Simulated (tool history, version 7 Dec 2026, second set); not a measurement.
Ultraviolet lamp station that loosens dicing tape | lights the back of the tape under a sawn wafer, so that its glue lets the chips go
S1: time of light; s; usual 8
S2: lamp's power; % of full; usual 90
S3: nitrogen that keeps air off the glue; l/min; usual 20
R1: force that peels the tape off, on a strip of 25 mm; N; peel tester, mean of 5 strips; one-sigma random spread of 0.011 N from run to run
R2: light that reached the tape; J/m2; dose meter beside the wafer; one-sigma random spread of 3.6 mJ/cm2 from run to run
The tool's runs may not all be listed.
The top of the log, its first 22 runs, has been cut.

run 23 hour=920.5 | S1=8 S2=90 S3=11 | R1=1.030 R2=4810
run 24 hour=952.9 | S1=9 S2=81 S3=20 | R1=0.711 R2=4850
run 25 hour=1004.1 | S1=5 S2=81 S3=27 | R1=1.967 R2=2640
run 26 hour=1054.1 | S1=8 S2=61 S3=20 | R1=1.611 R2=3170
run 27 hour=1104.1 | S1=14 S2=67 S3=28 | R1=0.419 R2=6040
-- hour=1120.4 window cleaned of glue's vapour
run 28 hour=1162.4 | S1=14 S2=67 S3=28 | R1=0.374 R2=6340
run 29 hour=1205.2 | S1=14 S2=94 S3=28 | R1=0.199 R2=8750
run 30 hour=1252.7 | S1=8 S2=90 S3=16 | R1=0.878 R2=4770
run 31 hour=1283.7 | S1=7 S2=90 S3=35 | R1=0.871 R2=4110
run 32 hour=1315.3 | S1=16 S2=84 S3=35 | R1=0.187 R2=8640
run 33 hour=1348.8 | S1=16 S2=84 S3=35 | R1=0.201 R2=8540
run 34 hour=1381.3 | S1=5 S2=84 S3=36 | R1=1.789 R2=2650
run 35 hour=1426.1 | S1=6 S2=98 S3=6 | R1=2.062 R2=3670
run 36 hour=1453.4 | S1=14 S2=82 S3=20 | R1=0.329 R2=7150
run 37 hour=1498.7 | S1=16 S2=82 S3=36 | R1=0.213 R2=8060
-- hour=1503.0 lamp changed
run 38 hour=1525.3 | S1=9 S2=65 S3=20 | R1=0.837 R2=4600
run 39 hour=1582.8 | S1=9 S2=65 S3=20 | R1=0.885 R2=4600
run 40 hour=1615.3 | S1=8 S2=62 S3=20 | R1=1.214 R2=3840
run 41 hour=1669.0 | S1=10 S2=89 S3=20 | R1=0.373 R2=6780
run 42 hour=1710.7 | S1=10 S2=89 S3=20 | R1=0.372 R2=6770

Here are 3 independent what-if runs from the current tool condition. What would each one return?
run A hour=1768.7 | S1=8 S2=90 S3=6 | R1=? R2=?
run B hour=1768.7 | S1=4 S2=98 S3=8 | R1=? R2=?
run C hour=1768.7 | S1=15 S2=63 S3=20 | R1=? R2=?

run=A R1=1.173 R2=5340
run=B R1=2.523 R2=2890
run=C R1=0.356 R2=6930
What these runs would have given with no unlogged condition in the tool:
run=A R1=0.940 R2=6010
run=B R1=2.189 R2=3260
run=C R1=0.280 R2=7800
